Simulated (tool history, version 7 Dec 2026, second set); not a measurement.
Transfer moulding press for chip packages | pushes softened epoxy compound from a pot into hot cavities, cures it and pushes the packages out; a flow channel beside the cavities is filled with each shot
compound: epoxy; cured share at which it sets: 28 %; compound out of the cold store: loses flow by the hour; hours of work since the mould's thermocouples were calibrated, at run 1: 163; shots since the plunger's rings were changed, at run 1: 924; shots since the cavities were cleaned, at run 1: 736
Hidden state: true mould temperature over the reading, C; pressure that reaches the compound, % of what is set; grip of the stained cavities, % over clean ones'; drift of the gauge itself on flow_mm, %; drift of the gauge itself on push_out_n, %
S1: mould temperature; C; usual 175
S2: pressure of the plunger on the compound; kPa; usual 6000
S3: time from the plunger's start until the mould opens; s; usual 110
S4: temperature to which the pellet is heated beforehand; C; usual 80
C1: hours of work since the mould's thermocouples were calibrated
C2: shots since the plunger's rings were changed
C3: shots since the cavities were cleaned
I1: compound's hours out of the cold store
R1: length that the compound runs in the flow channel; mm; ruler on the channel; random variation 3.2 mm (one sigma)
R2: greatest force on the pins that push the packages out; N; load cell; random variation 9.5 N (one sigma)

Run 1, hour 0.0: usual settings; C1 163; C2 924; C3 736; I1 39.3. Result: R1 827 mm, R2 434 N.
At hour 3.2: cavities cleaned with cleaning compound and waxed.
Run 2, hour 10.4: usual settings; C1 169; C2 1021; C3 79; I1 8.3. Result: R1 1001 mm, R2 457 N.
Run 3, hour 23.5: usual settings; C1 178; C2 1165; C3 223; I1 33.3. Result: R1 860 mm, R2 419 N.
Run 4, hour 38.1: usual settings but S2 6100 kPa; C1 189; C2 1324; C3 382; I1 28.9. Result: R1 889 mm, R2 421 N.
Run 5, hour 50.0: usual settings but S3 91 s; C1 197; C2 1453; C3 511; I1 28.0. Result: R1 882 mm, R2 630 N.
Run 6, hour 64.7: usual settings but S1 171 C; C1 207; C2 1613; C3 671; I1 18.3. Result: R1 957 mm, R2 607 N.
Run 7, hour 71.4: usual settings but S1 171 C; C1 212; C2 1687; C3 745; I1 28.9. Result: R1 894 mm, R2 574 N.
At hour 74.2: cavities cleaned with cleaning compound and waxed.
Run 8, hour 86.4: usual settings but S1 171 C; C1 222; C2 1834; C3 133; I1 13.5. Result: R1 992 mm, R2 593 N.
Run 9, hour 96.3: usual settings but S2 4960 kPa, S4 89 C; C1 229; C2 1942; C3 241; I1 18.4. Result: R1 858 mm, R2 445 N.
Run 10, hour 104.6: usual settings but S1 182 C, S3 96 s; C1 235; C2 2033; C3 332; I1 45.1. Result: R1 772 mm, R2 357 N.

Hidden state at the last listed run before each entry between runs and at the first one after, where it differs:
Between runs 1 and 2: cavities cleaned with cleaning compound and waxed (hour 3.2)
  pressure that reaches the compound, % of what is set: 99.96 -> 99.95; grip of the stained cavities, % over clean ones': 1.7 -> 0.3
  measured less the result without the state, R2: +7 -> +1 N
Between runs 7 and 8: cavities cleaned with cleaning compound and waxed (hour 74.2)
  pressure that reaches the compound, % of what is set: 99.92 -> 99.91; grip of the stained cavities, % over clean ones': 1.8 -> 0.5
  measured less the result without the state, R2: +9 -> +2 N
